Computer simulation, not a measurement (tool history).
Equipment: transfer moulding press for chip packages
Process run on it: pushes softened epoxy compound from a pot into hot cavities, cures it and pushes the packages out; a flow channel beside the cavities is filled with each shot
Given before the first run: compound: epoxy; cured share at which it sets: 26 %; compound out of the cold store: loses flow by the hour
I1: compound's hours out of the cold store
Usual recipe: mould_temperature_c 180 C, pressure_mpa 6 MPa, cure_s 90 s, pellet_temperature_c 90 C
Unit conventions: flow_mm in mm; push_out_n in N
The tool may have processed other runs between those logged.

run 1 hour=0 | mould_temperature_c=180 pressure_mpa=6 cure_s=90 pellet_temperature_c=90 | I1=37.1 | flow_mm=825 push_out_n=537
run 2 hour=13.8 | mould_temperature_c=180 pressure_mpa=6 cure_s=90 pellet_temperature_c=90 | I1=41.3 | flow_mm=796 push_out_n=551
run 3 hour=23 | mould_temperature_c=180 pressure_mpa=6 cure_s=90 pellet_temperature_c=90 | I1=25.9 | flow_mm=864 push_out_n=569
run 4 hour=32.5 | mould_temperature_c=180 pressure_mpa=6 cure_s=90 pellet_temperature_c=90 | I1=24.3 | flow_mm=851 push_out_n=598
run 5 hour=42.8 | mould_temperature_c=180 pressure_mpa=6 cure_s=90 pellet_temperature_c=90 | I1=30.9 | flow_mm=835 push_out_n=587
-- hour=50.6 cavities cleaned with cleaning compound and waxed
run 6 hour=58.7 | mould_temperature_c=180 pressure_mpa=6 cure_s=90 pellet_temperature_c=90 | I1=45 | flow_mm=781 push_out_n=381
run 7 hour=69.3 | mould_temperature_c=180 pressure_mpa=6 cure_s=90 pellet_temperature_c=90 | I1=47.8 | flow_mm=766 push_out_n=431
run 8 hour=82.6 | mould_temperature_c=180 pressure_mpa=6 cure_s=73 pellet_temperature_c=90 | I1=20.4 | flow_mm=870 push_out_n=639
run 9 hour=96.9 | mould_temperature_c=180 pressure_mpa=6 cure_s=73 pellet_temperature_c=90 | I1=30.8 | flow_mm=825 push_out_n=709
run 10 hour=109.5 | mould_temperature_c=180 pressure_mpa=6 cure_s=73 pellet_temperature_c=90 | I1=43.2 | flow_mm=788 push_out_n=709
run 11 hour=123 | mould_temperature_c=180 pressure_mpa=6 cure_s=73 pellet_temperature_c=90 | I1=24.3 | flow_mm=855 push_out_n=766
run 12 hour=135.5 | mould_temperature_c=180 pressure_mpa=6 cure_s=107 pellet_temperature_c=90 | I1=33.9 | flow_mm=808 push_out_n=539
run 13 hour=149.2 | mould_temperature_c=180 pressure_mpa=6 cure_s=107 pellet_temperature_c=90 | I1=40.5 | flow_mm=795 push_out_n=532
-- hour=157.3 cavities cleaned with cleaning compound and waxed
run 14 hour=157.6 | mould_temperature_c=180 pressure_mpa=6 cure_s=107 pellet_temperature_c=90 | I1=11.2 | flow_mm=892 push_out_n=325
run 15 hour=169.3 | mould_temperature_c=180 pressure_mpa=5.61 cure_s=90 pellet_temperature_c=90 | I1=30.1 | flow_mm=799 push_out_n=397
run 16 hour=184.3 | mould_temperature_c=177 pressure_mpa=7.01 cure_s=91 pellet_temperature_c=86 | I1=26.3 | flow_mm=904 push_out_n=514
run 17 hour=199.5 | mould_temperature_c=177 pressure_mpa=7.01 cure_s=91 pellet_temperature_c=86 | I1=36.8 | flow_mm=872 push_out_n=541
run 18 hour=207 | mould_temperature_c=177 pressure_mpa=7.01 cure_s=91 pellet_temperature_c=86 | I1=32.2 | flow_mm=878 push_out_n=577
run 19 hour=222.2 | mould_temperature_c=180 pressure_mpa=5.92 cure_s=90 pellet_temperature_c=90 | I1=20.6 | flow_mm=833 push_out_n=552
run 20 hour=235.9 | mould_temperature_c=187 pressure_mpa=4.79 cure_s=91 pellet_temperature_c=92 | I1=14.5 | flow_mm=744 push_out_n=495
run 21 hour=246.5 | mould_temperature_c=187 pressure_mpa=4.79 cure_s=91 pellet_temperature_c=92 | I1=13.5 | flow_mm=753 push_out_n=528
run 22 hour=254.1 | mould_temperature_c=187 pressure_mpa=5.35 cure_s=91 pellet_temperature_c=100 | I1=35.6 | flow_mm=723 push_out_n=531
-- hour=264.2 cavities cleaned with cleaning compound and waxed
run 23 hour=268.3 | mould_temperature_c=187 pressure_mpa=5.35 cure_s=91 pellet_temperature_c=100 | I1=12.3 | flow_mm=796 push_out_n=329
run 24 hour=275.4 | mould_temperature_c=187 pressure_mpa=5.35 cure_s=73 pellet_temperature_c=100 | I1=13.1 | flow_mm=801 push_out_n=394
run 25 hour=285.5 | mould_temperature_c=187 pressure_mpa=6.08 cure_s=73 pellet_temperature_c=99 | I1=44.9 | flow_mm=744 push_out_n=405
run 26 hour=296.1 | mould_temperature_c=180 pressure_mpa=7.13 cure_s=93 pellet_temperature_c=90 | I1=15.3 | flow_mm=946 push_out_n=448
run 27 hour=308.2 | mould_temperature_c=180 pressure_mpa=7.13 cure_s=93 pellet_temperature_c=90 | I1=12.8 | flow_mm=949 push_out_n=490
run 28 hour=323.5 | mould_temperature_c=180 pressure_mpa=7.13 cure_s=93 pellet_temperature_c=90 | I1=27.2 | flow_mm=898 push_out_n=550
run 29 hour=333 | mould_temperature_c=173 pressure_mpa=7.36 cure_s=115 pellet_temperature_c=90 | I1=12.2 | flow_mm=1000 push_out_n=556

Here are 3 independent what-if runs from the current tool condition. What would each one return?
run A hour=341.1 | mould_temperature_c=173 pressure_mpa=7.36 cure_s=115 pellet_temperature_c=87 | I1=35.5 | flow_mm=? push_out_n=?
run B hour=341.1 | mould_temperature_c=183 pressure_mpa=6.79 cure_s=90 pellet_temperature_c=90 | I1=17.1 | flow_mm=? push_out_n=?
run C hour=341.1 | mould_temperature_c=175 pressure_mpa=5.16 cure_s=90 pellet_temperature_c=89 | I1=17.2 | flow_mm=? push_out_n=?

run=A flow_mm=910 push_out_n=550
run=B flow_mm=879 push_out_n=531
run=C flow_mm=807 push_out_n=716
Stripped of hidden state, with their random variation kept, the same runs would have yielded:
run=A flow_mm=969 push_out_n=349
run=B flow_mm=936 push_out_n=337
run=C flow_mm=860 push_out_n=468
